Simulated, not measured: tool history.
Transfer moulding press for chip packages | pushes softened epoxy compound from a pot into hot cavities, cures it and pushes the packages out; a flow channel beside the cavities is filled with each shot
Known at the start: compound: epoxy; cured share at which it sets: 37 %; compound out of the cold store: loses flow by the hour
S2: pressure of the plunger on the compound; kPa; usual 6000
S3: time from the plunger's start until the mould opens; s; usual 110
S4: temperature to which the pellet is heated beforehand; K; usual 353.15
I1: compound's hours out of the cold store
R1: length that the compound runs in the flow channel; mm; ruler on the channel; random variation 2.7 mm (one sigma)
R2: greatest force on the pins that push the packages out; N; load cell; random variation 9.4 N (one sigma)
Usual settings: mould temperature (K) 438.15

Run 1, hour 0: usual settings; I1 10. Result: R1 746 mm, R2 663 N.
At hour 18.3: cavities cleaned with cleaning compound and waxed.
Run 2, hour 19.1: usual settings; I1 8.2. Result: R1 754 mm, R2 920 N.
Run 3, hour 27.7: usual settings; I1 40.2. Result: R1 686 mm, R2 901 N.
Run 4, hour 39.5: usual settings; I1 23.1. Result: R1 719 mm, R2 907 N.
Run 5, hour 51.8: usual settings; I1 45.9. Result: R1 678 mm, R2 908 N.
Run 6, hour 68.9: usual settings; I1 42. Result: R1 679 mm, R2 914 N.
At hour 72.9: cavities cleaned with cleaning compound and waxed.
Run 7, hour 87.2: usual settings but S2 5650 kPa; I1 26.1. Result: R1 690 mm, R2 550 N.
Run 8, hour 99: usual settings but S2 5650 kPa; I1 8.8. Result: R1 723 mm, R2 630 N.
Run 9, hour 113: usual settings but S2 5650 kPa; I1 21.9. Result: R1 697 mm, R2 682 N.
Run 10, hour 121.5: usual settings but S2 5650 kPa; I1 32.3. Result: R1 678 mm, R2 705 N.
At hour 127.9: cavities cleaned with cleaning compound and waxed.
At hour 135.2: cavities cleaned with cleaning compound and waxed, once more.
Run 11, hour 143.8: usual settings but S2 5650 kPa; I1 21. Result: R1 697 mm, R2 546 N.
At hour 150.3: plunger's sealing rings changed.
Run 12, hour 159.7: usual settings; I1 26.4. Result: R1 727 mm, R2 604 N.
Run 13, hour 171.8: usual settings but mould temperature (K) 444.15, S2 4780 kPa; I1 14.3. Result: R1 647 mm, R2 522 N.
At hour 192.1: cavities cleaned with cleaning compound and waxed.
Run 14, hour 193.5: usual settings but S4 354.15 K; I1 16.4. Result: R1 746 mm, R2 478 N.
Run 15, hour 208.9: usual settings but S2 5060 kPa, S3 101 s, S4 346.15 K; I1 39.3. Result: R1 641 mm, R2 648 N.
Run 16, hour 223.1: usual settings but S2 4910 kPa, S3 102 s; I1 26.7. Result: R1 656 mm, R2 706 N.
Run 17, hour 234.2: usual settings but S2 6050 kPa, S4 360.15 K; I1 28.6. Result: R1 725 mm, R2 693 N.
At hour 246.3: cavities cleaned with cleaning compound and waxed.
Run 18, hour 247: usual settings but S2 6050 kPa, S4 360.15 K; I1 11.8. Result: R1 748 mm, R2 490 N.
Run 19, hour 265.3: usual settings but S3 100 s; I1 19.1. Result: R1 735 mm, R2 718 N.
At hour 268.3: mould's thermocouples calibrated.
Run 20, hour 283.9: usual settings but S3 93 s, S4 347.15 K; I1 10.1. Result: R1 745 mm, R2 875 N.
Run 21, hour 294.3: usual settings but S3 93 s, S4 347.15 K; I1 20.4. Result: R1 725 mm, R2 916 N.
At hour 302.7: cavities cleaned with cleaning compound and waxed.
Run 22, hour 313.8: usual settings but S3 93 s, S4 351.15 K; I1 20.5. Result: R1 723 mm, R2 659 N.
Run 23, hour 330.2: usual settings but S3 93 s, S4 351.15 K; I1 44.4. Result: R1 672 mm, R2 768 N.

3 ways to go on from here, each from the tool as it stands after run 23. What would each give?
Run A, hour 346.8: usual settings but mould temperature (K) 444.15, S3 118 s, S4 355.15 K; I1 22.1. Result: R1 ?, R2 ?.
Run B, hour 346.8: usual settings but mould temperature (K) 441.15, S3 142 s, S4 351.15 K; I1 31.2. Result: R1 ?, R2 ?.
Run C, hour 346.8: usual settings but mould temperature (K) 439.15, S3 114 s, S4 345.15 K; I1 16.1. Result: R1 ?, R2 ?.

run   R1   R2
  A  685  526
  B  683  506
  C  722  595
Without the tool's hidden state the same runs would have given:
run   R1   R2
  A  702  331
  B  700  320
  C  740  374
